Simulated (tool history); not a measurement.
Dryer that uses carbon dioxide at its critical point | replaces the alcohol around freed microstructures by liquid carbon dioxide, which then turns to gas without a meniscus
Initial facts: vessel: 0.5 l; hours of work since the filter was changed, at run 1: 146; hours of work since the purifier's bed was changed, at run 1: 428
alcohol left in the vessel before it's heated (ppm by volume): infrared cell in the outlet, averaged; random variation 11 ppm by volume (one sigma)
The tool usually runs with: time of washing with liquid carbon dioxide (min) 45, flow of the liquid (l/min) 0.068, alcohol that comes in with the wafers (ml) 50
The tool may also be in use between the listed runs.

run	day	time of washing with liquid carbon dioxide (min)	flow of the liquid (l/min)	alcohol that comes in with the wafers (ml)	hours of work since the filter was changed	hours of work since the purifier's bed was changed	alcohol left in the vessel before it's heated (ppm by volume)
1	0	45	0.068	50	146	428	874
2	0.346	45	0.068	24	151	433	443
3	0.738	45	0.068	24	157	439	454
4	1.45	45	0.068	24	168	450	479
5	1.962	59	0.068	24	176	458	164
6	2.267	59	0.068	24	181	463	160
7	2.654	45	0.0829	50	187	469	350
8	3.354	45	0.0829	50	198	480	364
9	3.696	45	0.0829	50	203	485	366
10	4.242	45	0.0829	60	211	493	435
11	4.717	51	0.068	50	219	501	568
12	5.242	51	0.068	50	227	509	572
13	5.583	51	0.068	50	232	514	582
14	6.046	45	0.0533	50	239	521	2801
15	6.633	45	0.0533	50	248	530	2845
16	7.204	47	0.068	50	257	539	869
17	7.688	47	0.068	50	265	547	885
18	8.383	47	0.068	50	275	558	905
19	8.708	47	0.068	50	280	563	905
20	9.429	45	0.068	50	292	574	1105
21	10.121	45	0.0485	50	302	584	4207
22	10.442	45	0.0485	50	307	589	4294
23	10.862	45	0.1027	50	314	596	175
24	11.379	45	0.0515	50	322	604	3489
25	11.904	45	0.0515	50	330	612	3591
26	12.496	55	0.0573	99	339	621	2125
27	12.921	31	0.0573	99	346	628	15386
28	13.225	57	0.1092	28	351	633	98
29	13.908	45	0.068	53	361	643	1323
# day 14.483: inlet filter changed
30	14.521	34	0.068	21	1	652	970
31	15	56	0.1024	34	8	659	104
32	15.446	32	0.1024	34	15	666	359
33	16.062	32	0.1024	34	24	676	369
34	16.533	70	0.1029	95	32	683	109
35	17.246	35	0.068	70	43	694	2960
36	17.858	64	0.1056	28	52	704	107
37	18.296	64	0.1056	28	59	711	104
38	18.788	45	0.0547	50	67	718	2057
39	19.312	45	0.0549	23	75	726	1019
40	19.617	45	0.0549	23	80	731	992
41	20.15	53	0.0627	110	88	739	1180
42	20.896	53	0.0627	110	99	751	1213
43	21.367	53	0.0627	90	107	758	1027
44	22.008	53	0.0627	90	117	768	1052
45	22.696	57	0.0627	46	127	779	445
46	23.042	57	0.0627	46	133	784	449
47	23.404	57	0.0627	46	138	790	452

Forecast each of these 3 alternatives for the next run:
A	23.954	45	0.0514	83	147	798	?
B	23.954	57	0.1019	46	147	798	?
C	23.954	53	0.0457	40	147	798	?

run	alcohol left in the vessel before it's heated (ppm by volume)
A	4597
B	127
C	2081
Without the tool's hidden state the same runs would have given:
run	alcohol left in the vessel before it's heated (ppm by volume)
A	3682
B	11
C	1600
